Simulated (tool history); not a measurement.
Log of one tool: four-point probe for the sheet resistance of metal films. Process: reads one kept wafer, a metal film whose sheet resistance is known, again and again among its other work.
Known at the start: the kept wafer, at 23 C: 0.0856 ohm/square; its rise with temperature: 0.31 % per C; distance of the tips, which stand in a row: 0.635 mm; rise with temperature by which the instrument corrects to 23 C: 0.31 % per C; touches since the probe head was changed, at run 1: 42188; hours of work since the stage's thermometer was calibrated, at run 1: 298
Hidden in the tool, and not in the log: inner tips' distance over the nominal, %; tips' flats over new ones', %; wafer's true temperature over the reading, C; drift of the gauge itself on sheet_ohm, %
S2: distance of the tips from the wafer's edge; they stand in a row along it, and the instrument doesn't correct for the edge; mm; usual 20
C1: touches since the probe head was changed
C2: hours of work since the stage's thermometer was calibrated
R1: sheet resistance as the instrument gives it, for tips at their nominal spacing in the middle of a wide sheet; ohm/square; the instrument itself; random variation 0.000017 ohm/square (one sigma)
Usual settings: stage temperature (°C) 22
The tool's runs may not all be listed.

{"run": 1, "hour": 0.0, "stage temperature (°C)": 22, "S2": 20, "C1": 42188, "C2": 298, "R1": 0.085453}
{"run": 2, "hour": 57.0, "stage temperature (°C)": 22, "S2": 20, "C1": 44730, "C2": 330, "R1": 0.085397}
{"run": 3, "hour": 147.4, "stage temperature (°C)": 19, "S2": 20, "C1": 48764, "C2": 382, "R1": 0.085379}
{"run": 4, "hour": 195.1, "stage temperature (°C)": 19, "S2": 20, "C1": 50892, "C2": 409, "R1": 0.085383}
{"run": 5, "hour": 269.5, "stage temperature (°C)": 18, "S2": 20, "C1": 54212, "C2": 452, "R1": 0.08536}
{"run": 6, "hour": 358.2, "stage temperature (°C)": 22, "S2": 20, "C1": 58173, "C2": 502, "R1": 0.085335}
{"run": 7, "hour": 418.8, "stage temperature (°C)": 22, "S2": 12, "C1": 60877, "C2": 537, "R1": 0.085382}
{"run": 8, "hour": 461.6, "stage temperature (°C)": 31, "S2": 26, "C1": 62786, "C2": 561, "R1": 0.085306}
{"run": 9, "hour": 567.0, "stage temperature (°C)": 28, "S2": 20, "C1": 67486, "C2": 622, "R1": 0.085279}
{"hour": 573.2, "done": "stage's thermometer calibrated"}
{"run": 10, "hour": 636.7, "stage temperature (°C)": 32, "S2": 20, "C1": 70576, "C2": 36, "R1": 0.085264}
{"run": 11, "hour": 690.9, "stage temperature (°C)": 27, "S2": 10, "C1": 72993, "C2": 67, "R1": 0.08536}
{"hour": 723.0, "done": "stage's thermometer calibrated, once more"}
{"run": 12, "hour": 792.1, "stage temperature (°C)": 27, "S2": 10, "C1": 77487, "C2": 39, "R1": 0.085399}

Forecast each of these 4 alternatives for the next run:
{"run": "A", "hour": 882.0, "stage temperature (°C)": 18, "S2": 20, "C1": 81498, "C2": 91, "R1": "?"}
{"run": "B", "hour": 882.0, "stage temperature (°C)": 33, "S2": 15, "C1": 81498, "C2": 91, "R1": "?"}
{"run": "C", "hour": 882.0, "stage temperature (°C)": 22, "S2": 28, "C1": 81498, "C2": 91, "R1": "?"}
{"run": "D", "hour": 882.0, "stage temperature (°C)": 19, "S2": 4, "C1": 81498, "C2": 91, "R1": "?"}

run=A R1=0.085246
run=B R1=0.085267
run=C R1=0.08523
run=D R1=0.086325
Without the tool's hidden state the same runs would have given:
run=A R1=0.085651
run=B R1=0.085672
run=C R1=0.085635
run=D R1=0.086735
